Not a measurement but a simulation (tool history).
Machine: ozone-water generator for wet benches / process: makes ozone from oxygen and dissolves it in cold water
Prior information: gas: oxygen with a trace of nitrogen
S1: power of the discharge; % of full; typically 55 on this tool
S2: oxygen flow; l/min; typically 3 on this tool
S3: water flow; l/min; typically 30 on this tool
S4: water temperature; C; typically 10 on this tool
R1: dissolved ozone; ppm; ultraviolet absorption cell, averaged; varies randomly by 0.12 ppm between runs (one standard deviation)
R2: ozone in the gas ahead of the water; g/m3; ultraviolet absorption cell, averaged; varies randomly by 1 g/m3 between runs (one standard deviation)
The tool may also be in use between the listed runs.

run,day,S1,S2,S3,S4,R1,R2
1,0,55,3,30,10,9.6,154.4
2,3.425,55,3,30,10,9.6,152.4
3,10.346,55,3,30,10,9.4,152.8
4,15.954,55,3,30,10,9.3,152.7
5,20.321,55,3,30,10,9.1,152.7
6,26.412,55,3,30,10,9.3,150.7
7,31.196,55,3,30,10,9.5,152.3
8,35.325,55,3,30,10,9.3,150.2
9,40.658,55,3,30,10,9.3,150.2
10,46.383,55,3,30,8,9.5,149.7
11,52.467,55,3.83,30,10,9.7,128.7
12,55.8,55,3.83,30,10,9.6,129.4
13,59.662,55,3,24,10,11.4,149.9
14,65.212,55,3,24,10,11.7,148.7
# day 65.8: contactor cleaned
15,71.379,55,3,20,10,13.5,149.8
16,74.392,76,3,44,16,7,176.2
17,80.129,55,3,34,10,7.9,147.8
# day 83.942: contactor cleaned, once more
18,86.046,55,5.32,20,10,14.2,106.9
19,92.946,55,5.32,20,10,14.2,105.5
20,96.233,59,1.97,20,12,12.7,194.8
21,102.842,55,2.19,30,15,8.3,176.2
22,107.412,69,2.64,19,7,15.9,176.1
23,110.625,69,2.23,25,7,11.6,194.1

How would selected steps in R1 from run to run divide? Give the signed amount a tool lacking its hidden state would still show from settings, what came in and random variation, and the signed amount left for the hidden state, including any gauge scatter that is not in both of the compared results.
Hidden state present: yield of the discharge, % of new electrodes'; contactor's efficiency, % of a clean one's; true water temperature over the reading, C; drift of the gauge itself on ozone_ppm, %; drift of the gauge itself on gas_g_m3, %.
Run 15 -> 16: S1 55 -> 76, S3 20 -> 44, S4 10 -> 16. R1 -6.5 ppm: hidden state +0.8, all else -7.3.
Run 17 -> 18: S2 3 -> 5.32, S3 34 -> 20, contactor cleaned, once more. R1 +6.3 ppm: hidden state -0.9, all else +7.2.
Run 21 -> 22: S1 55 -> 69, S2 2.19 -> 2.64, S3 30 -> 19, S4 15 -> 7. R1 +7.6 ppm: hidden state -1.8, all else +9.4.

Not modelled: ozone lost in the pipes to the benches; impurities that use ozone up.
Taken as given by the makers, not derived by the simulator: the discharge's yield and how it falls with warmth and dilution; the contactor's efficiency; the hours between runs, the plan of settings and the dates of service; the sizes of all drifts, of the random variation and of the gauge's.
